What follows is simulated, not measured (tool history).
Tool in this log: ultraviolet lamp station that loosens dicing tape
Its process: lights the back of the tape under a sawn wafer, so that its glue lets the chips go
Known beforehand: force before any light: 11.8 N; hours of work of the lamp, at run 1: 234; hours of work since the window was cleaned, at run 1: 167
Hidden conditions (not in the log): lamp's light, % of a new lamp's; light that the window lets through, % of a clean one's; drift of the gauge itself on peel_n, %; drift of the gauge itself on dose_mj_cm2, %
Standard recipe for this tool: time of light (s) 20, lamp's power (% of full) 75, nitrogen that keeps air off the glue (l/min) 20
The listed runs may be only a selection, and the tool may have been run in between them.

| run | hour | time of light (s) | lamp's power (% of full) | nitrogen that keeps air off the glue (l/min) | hours of work of the lamp | hours of work since the window was cleaned | force that peels the tape off (N) | light that reached the tape (J/m2) |
|---|---|---|---|---|---|---|---|---|
| 1 | 0 | 20 | 75 | 20 | 234 | 167 | 0.775 | 3620 |
| 2 | 10.3 | 20 | 75 | 20 | 241 | 174 | 0.801 | 3590 |
| 3 | 16.4 | 20 | 75 | 20 | 245 | 179 | 0.784 | 3550 |
| 4 | 30.2 | 20 | 75 | 20 | 255 | 189 | 0.814 | 3550 |
| 5 | 37.5 | 20 | 75 | 17 | 261 | 194 | 0.881 | 3530 |
| 6 | 45.1 | 20 | 75 | 17 | 266 | 199 | 0.879 | 3490 |
| 7 | 56.5 | 20 | 75 | 17 | 274 | 208 | 0.891 | 3540 |
| 8 | 70.8 | 20 | 75 | 17 | 285 | 218 | 0.914 | 3520 |
| 9 | 80.9 | 20 | 75 | 17 | 292 | 225 | 0.889 | 3440 |
| 10 | 90.9 | 20 | 75 | 20 | 299 | 233 | 0.856 | 3480 |
| 11 | 102.7 | 20 | 75 | 20 | 308 | 241 | 0.831 | 3460 |
| 12 | 116.2 | 20 | 75 | 20 | 318 | 251 | 0.853 | 3400 |
| 13 | 122.7 | 10 | 75 | 20 | 322 | 256 | 2.946 | 1690 |
| 14 | 134.6 | 20 | 62 | 20 | 331 | 264 | 1.388 | 2830 |
| 15 | 143.8 | 20 | 75 | 20 | 338 | 271 | 0.882 | 3390 |
| 16 | 150.7 | 20 | 75 | 7 | 343 | 276 | 1.635 | 3330 |
| 17 | 162.3 | 20 | 75 | 7 | 351 | 284 | 1.654 | 3340 |
| 18 | 169.9 | 20 | 75 | 7 | 357 | 290 | 1.664 | 3380 |
| 19 | 180.5 | 20 | 75 | 7 | 364 | 298 | 1.696 | 3360 |
| 20 | 189.7 | 20 | 75 | 7 | 371 | 304 | 1.648 | 3350 |
|  | 191.1 | window cleaned of glue's vapour |
| 21 | 200.1 | 20 | 75 | 20 | 378 | 7 | 1.021 | 3160 |
| 22 | 214.4 | 20 | 71 | 20 | 388 | 17 | 1.143 | 2940 |
| 23 | 223 | 26 | 75 | 12 | 395 | 23 | 0.804 | 4050 |
|  | 234.9 | window cleaned of glue's vapour, once more |
| 24 | 236.5 | 20 | 68 | 20 | 404 | 1 | 0.878 | 3380 |
| 25 | 242.5 | 20 | 68 | 20 | 408 | 5 | 0.882 | 3380 |
| 26 | 254.4 | 23 | 95 | 13 | 417 | 14 | 0.407 | 5400 |
| 27 | 261.6 | 11 | 96 | 18 | 422 | 19 | 1.659 | 2620 |
| 28 | 272.3 | 13 | 62 | 14 | 430 | 27 | 2.745 | 1990 |
| 29 | 281.4 | 13 | 65 | 20 | 437 | 34 | 2.226 | 2040 |
| 30 | 290.8 | 13 | 65 | 20 | 443 | 40 | 2.246 | 2070 |
| 31 | 303.4 | 32 | 75 | 10 | 452 | 50 | 0.41 | 5720 |
| 32 | 316.5 | 11 | 90 | 16 | 462 | 59 | 2.002 | 2370 |
| 33 | 323.6 | 11 | 90 | 16 | 467 | 64 | 2.008 | 2400 |
| 34 | 331.5 | 20 | 91 | 12 | 473 | 70 | 0.666 | 4330 |
| 35 | 337.8 | 20 | 91 | 29 | 477 | 75 | 0.422 | 4350 |
| 36 | 347.5 | 25 | 80 | 6 | 484 | 82 | 0.899 | 4830 |
| 37 | 355.5 | 20 | 70 | 7 | 490 | 87 | 1.72 | 3300 |
| 38 | 366.2 | 20 | 70 | 7 | 498 | 95 | 1.674 | 3280 |
| 39 | 378.5 | 10 | 72 | 11 | 507 | 104 | 3.739 | 1670 |
| 40 | 385.2 | 14 | 85 | 7 | 512 | 109 | 2.224 | 2720 |
| 41 | 396.3 | 14 | 85 | 7 | 520 | 117 | 2.295 | 2780 |
| 42 | 405.7 | 15 | 61 | 17 | 527 | 124 | 2.269 | 2170 |
| 43 | 411.9 | 17 | 61 | 17 | 531 | 128 | 1.937 | 2400 |

How the hidden state differs across the entries between the runs, from the last listed run before each to the first after it:
Runs 20 to 21: window cleaned of glue's vapour (hour 191.1)
  lamp's light, % of a new lamp's: 92.3 -> 92.2; light that the window lets through, % of a clean one's: 88.1 -> 84
  measured less the result without the state, force that peels the tape off (N): +0.545 -> +0.443; light that reached the tape (J/m2): -760 -> -920
Runs 23 to 24: window cleaned of glue's vapour, once more (hour 234.9)
  lamp's light, % of a new lamp's: 91.9 -> 91.7; light that the window lets through, % of a clean one's: 83.4 -> 99.8
  measured less the result without the state, force that peels the tape off (N): +0.361 -> +0.158; light that reached the tape (J/m2): -1230 -> -310
